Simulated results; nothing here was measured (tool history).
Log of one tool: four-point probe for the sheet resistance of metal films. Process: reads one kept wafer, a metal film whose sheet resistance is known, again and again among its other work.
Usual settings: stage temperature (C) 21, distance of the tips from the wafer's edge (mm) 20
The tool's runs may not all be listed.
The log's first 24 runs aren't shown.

run	hour	stage temperature (C)	distance of the tips from the wafer's edge (mm)	sheet resistance as the instrument gives it (ohm/square)
25	1092.1	23	15	0.823083
26	1149.3	23	15	0.822956
27	1196.8	23	15	0.822690
28	1242.3	32	8	0.828817
29	1304.2	32	45	0.817896
30	1341.7	32	45	0.817752
31	1400.5	32	45	0.817517
32	1451.4	29	7	0.831981
33	1509.4	33	51	0.816678
34	1573.7	34	4	0.858386
35	1611.6	33	15	0.819468
36	1649.3	20	15	0.821432

Forecast each of these 4 alternatives for the next run:
A	1710.9	22	15	?
B	1710.9	27	15	?
C	1710.9	24	15	?
D	1710.9	31	4	?

run	sheet resistance as the instrument gives it (ohm/square)
A	0.820939
B	0.820022
C	0.820676
D	0.857909
Without the tool's hidden state the same runs would have given:
run	sheet resistance as the instrument gives it (ohm/square)
A	0.833819
B	0.832889
C	0.833552
D	0.871320
